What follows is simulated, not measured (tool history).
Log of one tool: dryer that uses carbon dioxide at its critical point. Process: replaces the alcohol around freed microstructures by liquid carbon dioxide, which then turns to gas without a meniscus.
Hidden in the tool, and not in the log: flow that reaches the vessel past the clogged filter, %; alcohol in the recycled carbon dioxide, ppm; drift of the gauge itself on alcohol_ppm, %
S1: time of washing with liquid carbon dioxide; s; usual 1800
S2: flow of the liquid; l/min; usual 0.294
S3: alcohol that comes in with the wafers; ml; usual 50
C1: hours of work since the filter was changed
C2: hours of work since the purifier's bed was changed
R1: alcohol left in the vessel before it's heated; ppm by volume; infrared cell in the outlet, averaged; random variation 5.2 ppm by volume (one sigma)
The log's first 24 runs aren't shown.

{"run": 25, "hour": 542.3, "S1": 1440, "S2": 0.417, "S3": 50, "C1": 193, "C2": 484, "R1": 207}
{"run": 26, "hour": 561.0, "S1": 1800, "S2": 0.294, "S3": 26, "C1": 207, "C2": 499, "R1": 216}
{"run": 27, "hour": 586.1, "S1": 1260, "S2": 0.449, "S3": 50, "C1": 227, "C2": 519, "R1": 253}
{"run": 28, "hour": 616.9, "S1": 2520, "S2": 0.449, "S3": 57, "C1": 251, "C2": 543, "R1": 156}
{"run": 29, "hour": 631.1, "S1": 2520, "S2": 0.449, "S3": 57, "C1": 262, "C2": 554, "R1": 171}
{"run": 30, "hour": 648.6, "S1": 2520, "S2": 0.225, "S3": 57, "C1": 276, "C2": 568, "R1": 250}
{"run": 31, "hour": 674.7, "S1": 1980, "S2": 0.225, "S3": 96, "C1": 297, "C2": 588, "R1": 817}
{"run": 32, "hour": 706.2, "S1": 1500, "S2": 0.294, "S3": 94, "C1": 321, "C2": 613, "R1": 895}
{"run": 33, "hour": 732.3, "S1": 1500, "S2": 0.294, "S3": 94, "C1": 342, "C2": 633, "R1": 948}
{"run": 34, "hour": 749.6, "S1": 1800, "S2": 0.294, "S3": 42, "C1": 355, "C2": 647, "R1": 315}
{"hour": 759.5, "done": "inlet filter changed"}
{"run": 35, "hour": 764.8, "S1": 1740, "S2": 0.217, "S3": 50, "C1": 4, "C2": 658, "R1": 699}
{"run": 36, "hour": 781.5, "S1": 1740, "S2": 0.217, "S3": 50, "C1": 17, "C2": 671, "R1": 717}
{"run": 37, "hour": 802.9, "S1": 1740, "S2": 0.217, "S3": 50, "C1": 34, "C2": 688, "R1": 717}
{"run": 38, "hour": 835.9, "S1": 1740, "S2": 0.217, "S3": 50, "C1": 60, "C2": 714, "R1": 741}
{"run": 39, "hour": 865.3, "S1": 1740, "S2": 0.217, "S3": 50, "C1": 83, "C2": 737, "R1": 753}
{"run": 40, "hour": 882.4, "S1": 2340, "S2": 0.318, "S3": 51, "C1": 96, "C2": 750, "R1": 232}
{"run": 41, "hour": 898.8, "S1": 2340, "S2": 0.318, "S3": 51, "C1": 109, "C2": 763, "R1": 239}
{"run": 42, "hour": 925.8, "S1": 2040, "S2": 0.286, "S3": 31, "C1": 130, "C2": 784, "R1": 263}
{"run": 43, "hour": 947.2, "S1": 2220, "S2": 0.294, "S3": 50, "C1": 147, "C2": 801, "R1": 271}
{"run": 44, "hour": 976.0, "S1": 2220, "S2": 0.358, "S3": 50, "C1": 170, "C2": 823, "R1": 251}
{"hour": 986.3, "done": "purifier's bed changed"}
{"run": 45, "hour": 995.8, "S1": 2160, "S2": 0.358, "S3": 50, "C1": 183, "C2": 7, "R1": 14}
{"run": 46, "hour": 1023.8, "S1": 1800, "S2": 0.194, "S3": 24, "C1": 205, "C2": 29, "R1": 432}
{"run": 47, "hour": 1044.4, "S1": 1800, "S2": 0.194, "S3": 24, "C1": 221, "C2": 46, "R1": 432}

Forecast each of these 4 alternatives for the next run:
{"run": "A", "hour": 1063.3, "S1": 2760, "S2": 0.388, "S3": 50, "C1": 236, "C2": 60, "R1": "?"}
{"run": "B", "hour": 1063.3, "S1": 2160, "S2": 0.199, "S3": 68, "C1": 236, "C2": 60, "R1": "?"}
{"run": "C", "hour": 1063.3, "S1": 1500, "S2": 0.197, "S3": 85, "C1": 236, "C2": 60, "R1": "?"}
{"run": "D", "hour": 1063.3, "S1": 1800, "S2": 0.182, "S3": 85, "C1": 236, "C2": 60, "R1": "?"}

run=A R1=24
run=B R1=486
run=C R1=2876
run=D R1=2003
Without the tool's hidden state the same runs would have given:
run=A R1=5
run=B R1=323
run=C R1=2226
run=D R1=1503
